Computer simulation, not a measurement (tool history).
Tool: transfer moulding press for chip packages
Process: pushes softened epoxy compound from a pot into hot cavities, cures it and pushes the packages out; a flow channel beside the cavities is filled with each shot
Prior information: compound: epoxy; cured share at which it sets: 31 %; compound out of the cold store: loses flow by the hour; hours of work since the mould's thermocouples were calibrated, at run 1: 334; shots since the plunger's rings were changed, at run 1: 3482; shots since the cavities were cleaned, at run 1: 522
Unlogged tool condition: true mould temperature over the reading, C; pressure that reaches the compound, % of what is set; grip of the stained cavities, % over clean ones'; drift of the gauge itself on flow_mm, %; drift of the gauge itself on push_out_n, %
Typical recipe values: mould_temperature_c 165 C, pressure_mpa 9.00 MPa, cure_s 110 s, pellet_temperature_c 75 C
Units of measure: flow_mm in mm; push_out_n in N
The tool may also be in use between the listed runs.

| run | hour | mould_temperature_c | pressure_mpa | cure_s | pellet_temperature_c | hours of work since the mould's thermocouples were calibrated | shots since the plunger's rings were changed | shots since the cavities were cleaned | incoming compound's hours out of the cold store | flow_mm | push_out_n |
|---|---|---|---|---|---|---|---|---|---|---|---|
| 1 | 0.0 | 165 | 9.00 | 110 | 75 | 334 | 3482 | 522 | 30.8 | 743 | 627 |
| 2 | 20.4 | 165 | 9.00 | 110 | 70 | 351 | 3737 | 777 | 9.8 | 815 | 680 |
|  | 28.7 | cavities cleaned with cleaning compound and waxed |
| 3 | 39.8 | 165 | 9.00 | 110 | 75 | 365 | 3960 | 139 | 47.6 | 679 | 552 |
| 4 | 67.2 | 165 | 9.00 | 110 | 75 | 387 | 4301 | 480 | 16.5 | 783 | 633 |
| 5 | 93.0 | 165 | 9.00 | 110 | 75 | 407 | 4623 | 802 | 34.6 | 717 | 674 |
|  | 99.1 | cavities cleaned with cleaning compound and waxed |
| 6 | 111.0 | 164 | 9.00 | 110 | 75 | 420 | 4829 | 148 | 20.1 | 764 | 553 |
| 7 | 126.9 | 164 | 9.00 | 110 | 75 | 433 | 5027 | 346 | 39.0 | 697 | 605 |
|  | 131.0 | plunger's sealing rings changed |
| 8 | 151.9 | 164 | 9.00 | 110 | 75 | 451 | 260 | 627 | 25.4 | 802 | 654 |
| 9 | 164.1 | 164 | 9.00 | 110 | 75 | 461 | 413 | 780 | 19.5 | 849 | 728 |
|  | 172.6 | cavities cleaned with cleaning compound and waxed |
| 10 | 188.6 | 164 | 9.00 | 110 | 75 | 479 | 699 | 200 | 33.5 | 778 | 560 |
| 11 | 204.5 | 165 | 9.00 | 110 | 75 | 492 | 898 | 399 | 21.4 | 809 | 606 |
| 12 | 231.2 | 165 | 10.05 | 110 | 75 | 513 | 1230 | 731 | 19.8 | 867 | 675 |
|  | 242.4 | cavities cleaned with cleaning compound and waxed |
| 13 | 247.8 | 165 | 9.00 | 110 | 75 | 525 | 1419 | 67 | 40.4 | 734 | 492 |
|  | 251.6 | mould's thermocouples calibrated |
| 14 | 273.4 | 165 | 9.00 | 141 | 75 | 17 | 1714 | 362 | 39.8 | 741 | 547 |
| 15 | 296.7 | 168 | 9.80 | 141 | 75 | 36 | 2004 | 652 | 33.3 | 768 | 612 |
|  | 314.2 | cavities cleaned with cleaning compound and waxed |
| 16 | 327.2 | 168 | 9.80 | 141 | 75 | 59 | 2366 | 163 | 24.2 | 798 | 482 |
| 17 | 350.2 | 168 | 6.89 | 141 | 76 | 77 | 2652 | 449 | 41.8 | 616 | 536 |
|  | 366.1 | mould's thermocouples calibrated, once more |
| 18 | 377.2 | 169 | 7.75 | 121 | 72 | 9 | 2964 | 761 | 11.5 | 734 | 614 |
|  | 386.5 | cavities cleaned with cleaning compound and waxed |
| 19 | 399.7 | 166 | 8.96 | 93 | 74 | 26 | 3225 | 163 | 11.5 | 817 | 679 |
| 20 | 416.5 | 165 | 9.56 | 110 | 75 | 39 | 3436 | 374 | 10.1 | 831 | 628 |
| 21 | 429.0 | 165 | 9.00 | 95 | 70 | 49 | 3591 | 529 | 36.8 | 728 | 788 |
| 22 | 450.7 | 165 | 9.00 | 95 | 70 | 66 | 3862 | 800 | 45.4 | 698 | 829 |
|  | 456.8 | cavities cleaned with cleaning compound and waxed |
| 23 | 467.3 | 165 | 7.68 | 95 | 70 | 78 | 4051 | 131 | 38.2 | 663 | 657 |
| 24 | 495.9 | 170 | 9.00 | 100 | 75 | 101 | 4407 | 487 | 26.7 | 738 | 598 |
| 25 | 509.4 | 165 | 9.00 | 116 | 75 | 112 | 4576 | 656 | 26.3 | 744 | 648 |
|  | 526.9 | cavities cleaned with cleaning compound and waxed |
| 26 | 535.1 | 165 | 9.00 | 116 | 75 | 131 | 4877 | 102 | 25.2 | 751 | 512 |
|  | 551.7 | plunger's sealing rings changed |
| 27 | 556.5 | 165 | 9.00 | 116 | 75 | 146 | 60 | 338 | 15.9 | 854 | 556 |
| 28 | 582.0 | 173 | 8.77 | 110 | 75 | 166 | 378 | 656 | 8.5 | 815 | 574 |

The logged runs with the hidden state left out (each run's random variation unchanged):
| run | flow_mm | push_out_n |
|---|---|---|
| 1 | 792 | 488 |
| 2 | 873 | 493 |
| 3 | 730 | 494 |
| 4 | 849 | 486 |
| 5 | 783 | 478 |
| 6 | 836 | 498 |
| 7 | 766 | 495 |
| 8 | 809 | 491 |
| 9 | 859 | 530 |
| 10 | 792 | 486 |
| 11 | 826 | 481 |
| 12 | 891 | 492 |
| 13 | 757 | 465 |
| 14 | 768 | 438 |
| 15 | 801 | 449 |
| 16 | 838 | 418 |
| 17 | 650 | 412 |
| 18 | 778 | 436 |
| 19 | 870 | 591 |
| 20 | 889 | 500 |
| 21 | 781 | 592 |
| 22 | 752 | 583 |
| 23 | 718 | 586 |
| 24 | 804 | 459 |
| 25 | 814 | 476 |
| 26 | 826 | 472 |
| 27 | 858 | 453 |
| 28 | 823 | 421 |
